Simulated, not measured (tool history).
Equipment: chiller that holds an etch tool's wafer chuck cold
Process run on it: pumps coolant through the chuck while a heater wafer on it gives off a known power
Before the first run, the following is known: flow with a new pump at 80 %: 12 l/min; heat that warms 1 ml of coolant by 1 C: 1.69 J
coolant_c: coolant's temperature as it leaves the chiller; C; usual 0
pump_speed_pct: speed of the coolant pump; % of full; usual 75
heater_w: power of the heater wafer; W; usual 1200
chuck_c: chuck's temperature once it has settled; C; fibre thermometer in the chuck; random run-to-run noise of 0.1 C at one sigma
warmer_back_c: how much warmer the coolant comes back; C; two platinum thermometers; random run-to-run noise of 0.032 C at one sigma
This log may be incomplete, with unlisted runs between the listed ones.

run,day,coolant_c,pump_speed_pct,heater_w,chuck_c,warmer_back_c
1,0,0,75,1200,8.6,3.79
2,5.321,0,75,1200,8.6,3.77
3,10.65,0,75,1200,8.7,3.79
4,17.125,0,75,1200,8.7,3.75
5,21.412,0,75,1200,8.7,3.75
6,25.283,0,75,1200,8.6,3.78
7,28.946,0,75,1052,7.6,3.32
8,34.217,0,75,1052,7.7,3.34
9,38.771,0,75,1052,7.9,3.31
10,43.292,0,75,1052,7.6,3.33
11,46.692,-5,75,1200,3.7,3.82
12,50.862,-5,75,1200,3.8,3.75
13,54.467,-8,75,1200,0.6,3.79
14,59.462,4,65,1583,16.4,5.7
15,64.771,4,65,1583,16.4,5.79
16,68.362,3,99,711,7.5,1.73
# day 71.708: chiller's thermometer calibrated
17,75.333,3,99,711,7.3,1.76
18,82.171,3,98,711,7.4,1.72
19,85.462,8,61,923,15.5,3.57
20,91.683,7,66,1356,17.5,4.9
21,96.338,0,97,1612,10.2,4.02
22,100.104,0,97,1612,10.1,3.98
23,103.542,-1,65,638,4,2.31
24,106.738,-3,85,638,1.2,1.8
25,112.462,0,92,1200,7.8,3.12
26,115.65,0,92,1200,7.7,3.08

Predict each of these 5 candidate next runs independently; none follows another, all start after run 26:
A,120.692,0,98,1200,?,?
B,120.692,1,92,1432,?,?
C,120.692,4,92,1682,?,?
D,120.692,0,75,1200,?,?
E,120.692,0,92,961,?,?

run,chuck_c,warmer_back_c
A,7.5,2.96
B,10.1,3.76
C,14.9,4.33
D,8.5,3.8
E,6.3,2.44
Stripped of hidden state, with their random variation kept, the same runs would have yielded:
run,chuck_c,warmer_back_c
A,7.5,2.95
B,10,3.75
C,14.9,4.32
D,8.4,3.79
E,6.2,2.43
